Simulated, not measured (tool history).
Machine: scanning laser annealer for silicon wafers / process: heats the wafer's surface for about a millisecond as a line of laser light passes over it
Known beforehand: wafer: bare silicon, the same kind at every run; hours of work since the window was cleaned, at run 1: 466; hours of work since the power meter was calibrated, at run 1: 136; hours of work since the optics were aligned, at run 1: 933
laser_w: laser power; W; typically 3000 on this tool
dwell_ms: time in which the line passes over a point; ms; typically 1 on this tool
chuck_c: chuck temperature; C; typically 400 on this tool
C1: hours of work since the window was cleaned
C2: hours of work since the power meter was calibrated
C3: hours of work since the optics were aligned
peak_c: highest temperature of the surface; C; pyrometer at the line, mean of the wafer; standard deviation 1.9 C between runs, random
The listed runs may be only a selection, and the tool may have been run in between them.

Run 1, hour 0: usual settings; C1 466; C2 136; C3 933. Result: peak_c 1163 C.
Run 2, hour 9.2: usual settings; C1 473; C2 143; C3 941. Result: peak_c 1161 C.
Run 3, hour 18.4: usual settings but dwell_ms 0.92 ms; C1 480; C2 150; C3 948. Result: peak_c 1137 C.
Run 4, hour 27.2: usual settings but dwell_ms 0.92 ms; C1 487; C2 157; C3 955. Result: peak_c 1132 C.
Run 5, hour 36.1: usual settings but dwell_ms 0.92 ms; C1 494; C2 164; C3 962. Result: peak_c 1135 C.
Run 6, hour 41.2: usual settings; C1 498; C2 168; C3 966. Result: peak_c 1159 C.
Run 7, hour 47.5: usual settings; C1 503; C2 173; C3 971. Result: peak_c 1162 C.
Run 8, hour 56: usual settings; C1 510; C2 180; C3 977. Result: peak_c 1160 C.
Run 9, hour 63.4: usual settings but laser_w 2616 W; C1 516; C2 186; C3 983. Result: peak_c 1035 C.
Run 10, hour 67.2: usual settings but laser_w 2616 W; C1 519; C2 189; C3 986. Result: peak_c 1035 C.
Run 11, hour 71.2: usual settings; C1 522; C2 192; C3 989. Result: peak_c 1162 C.
Run 12, hour 76.6: usual settings but chuck_c 383 C; C1 526; C2 196; C3 994. Result: peak_c 1147 C.
Run 13, hour 85.7: usual settings but dwell_ms 0.84 ms, chuck_c 421 C; C1 533; C2 203; C3 1001. Result: peak_c 1128 C.
Run 14, hour 90.5: usual settings but laser_w 2779 W, chuck_c 398 C; C1 537; C2 207; C3 1005. Result: peak_c 1084 C.
Run 15, hour 95.4: usual settings but laser_w 2779 W, chuck_c 398 C; C1 541; C2 211; C3 1008. Result: peak_c 1083 C.
Run 16, hour 101.4: usual settings but laser_w 2779 W, chuck_c 398 C; C1 546; C2 215; C3 1013. Result: peak_c 1087 C.
Run 17, hour 107.7: usual settings but laser_w 2779 W, chuck_c 398 C; C1 551; C2 220; C3 1018. Result: peak_c 1084 C.
Run 18, hour 113.5: usual settings but laser_w 2779 W, chuck_c 398 C; C1 555; C2 225; C3 1023. Result: peak_c 1087 C.
Run 19, hour 120.5: usual settings but laser_w 2887 W, chuck_c 398 C; C1 561; C2 230; C3 1028. Result: peak_c 1120 C.
Run 20, hour 127.5: usual settings but laser_w 3177 W, dwell_ms 1.05 ms, chuck_c 372 C; C1 566; C2 236; C3 1034. Result: peak_c 1211 C.
Run 21, hour 133.2: usual settings but laser_w 3289 W, chuck_c 374 C; C1 571; C2 240; C3 1038. Result: peak_c 1234 C.
Run 22, hour 137.7: usual settings but laser_w 2569 W, dwell_ms 0.74 ms, chuck_c 374 C; C1 574; C2 244; C3 1042. Result: peak_c 916 C.
Run 23, hour 145.4: usual settings but dwell_ms 0.76 ms; C1 580; C2 250; C3 1048. Result: peak_c 1080 C.

Predict each of these 3 candidate next runs independently; none follows another, all start after run 23:
Run A, hour 149.2: usual settings but dwell_ms 0.82 ms; C1 583; C2 253; C3 1051. Result: peak_c ?.
Run B, hour 149.2: usual settings but dwell_ms 1.16 ms; C1 583; C2 253; C3 1051. Result: peak_c ?.
Run C, hour 149.2: usual settings but dwell_ms 0.84 ms; C1 583; C2 253; C3 1051. Result: peak_c ?.

run  peak_c
  A    1098
  B    1211
  C    1107
The same runs, with their run-to-run variation unchanged, on a tool lacking any hidden condition would have given:
run  peak_c
  A    1098
  B    1211
  C    1107
